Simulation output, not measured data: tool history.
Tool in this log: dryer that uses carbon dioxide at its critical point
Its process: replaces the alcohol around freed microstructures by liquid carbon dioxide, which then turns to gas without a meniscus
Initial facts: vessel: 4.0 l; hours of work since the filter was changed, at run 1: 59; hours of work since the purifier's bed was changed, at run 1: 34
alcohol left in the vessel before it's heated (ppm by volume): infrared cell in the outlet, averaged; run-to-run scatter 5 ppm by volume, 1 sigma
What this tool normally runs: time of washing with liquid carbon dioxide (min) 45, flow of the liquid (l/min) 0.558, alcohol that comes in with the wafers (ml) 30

run,hour,time of washing with liquid carbon dioxide (min),flow of the liquid (l/min),alcohol that comes in with the wafers (ml),hours of work since the filter was changed,hours of work since the purifier's bed was changed,alcohol left in the vessel before it's heated (ppm by volume)
1,0.0,45,0.558,30,59,34,60
2,6.4,45,0.558,30,61,36,61
3,14.4,45,0.558,30,64,39,64
4,29.8,45,0.558,30,70,45,54
5,39.2,46,0.558,30,74,49,51
6,52.9,45,0.558,58,79,54,93
7,65.7,45,0.558,58,84,59,109
8,72.9,45,0.558,30,87,62,54
9,81.0,45,0.558,30,90,65,59
10,94.2,45,0.558,30,95,70,70
11,101.7,45,0.558,30,98,73,70
12,109.4,45,0.558,30,101,76,64
13,122.7,45,0.558,30,106,81,68
14,135.2,45,0.558,30,111,86,66
15,151.3,45,0.558,30,117,92,61
16,163.3,45,0.558,30,122,97,65
17,171.3,45,0.558,30,125,100,67
18,179.0,45,0.558,30,128,103,76
19,190.9,45,0.558,30,132,107,64
20,204.9,45,0.558,30,138,113,73
21,215.6,45,0.338,30,142,117,407
22,225.3,45,0.608,30,145,121,51
23,239.5,45,0.558,30,151,126,77
24,250.6,45,0.558,64,155,130,127
25,257.3,45,0.558,27,158,133,69
26,270.2,45,0.360,45,163,138,502
27,277.5,45,0.360,45,165,141,483
28,285.0,45,0.360,45,168,144,504
29,291.4,45,0.697,102,171,146,70
30,302.6,45,0.697,102,175,150,88
31,309.2,70,0.697,35,178,153,28
32,324.8,70,0.697,35,184,159,34
33,334.5,43,0.657,83,187,163,110
34,347.8,43,0.657,83,192,168,109
35,360.7,43,0.920,83,197,173,35
36,374.1,57,0.920,83,203,178,34
37,381.5,57,0.920,83,205,181,37
38,395.2,57,0.920,83,211,186,40
39,407.7,59,0.347,113,216,191,587
40,423.2,48,0.558,116,222,197,195
41,431.0,68,0.390,116,224,200,213
42,444.5,68,0.390,116,230,205,218
43,451.3,39,0.558,118,232,208,463
44,467.1,49,0.937,58,238,214,44
45,474.9,49,0.937,58,241,217,36
46,482.3,57,0.449,59,244,219,136

Here are 4 independent what-if runs from the current tool condition. What would each one return?
A,495.0,46,0.471,42,249,224,?
B,495.0,52,0.887,41,249,224,?
C,495.0,28,0.449,59,249,224,?
D,495.0,69,0.425,36,249,224,?

run,alcohol left in the vessel before it's heated (ppm by volume)
A,202
B,49
C,1322
D,74
What these runs would have given with no unlogged condition in the tool:
run,alcohol left in the vessel before it's heated (ppm by volume)
A,130
B,11
C,1107
D,28

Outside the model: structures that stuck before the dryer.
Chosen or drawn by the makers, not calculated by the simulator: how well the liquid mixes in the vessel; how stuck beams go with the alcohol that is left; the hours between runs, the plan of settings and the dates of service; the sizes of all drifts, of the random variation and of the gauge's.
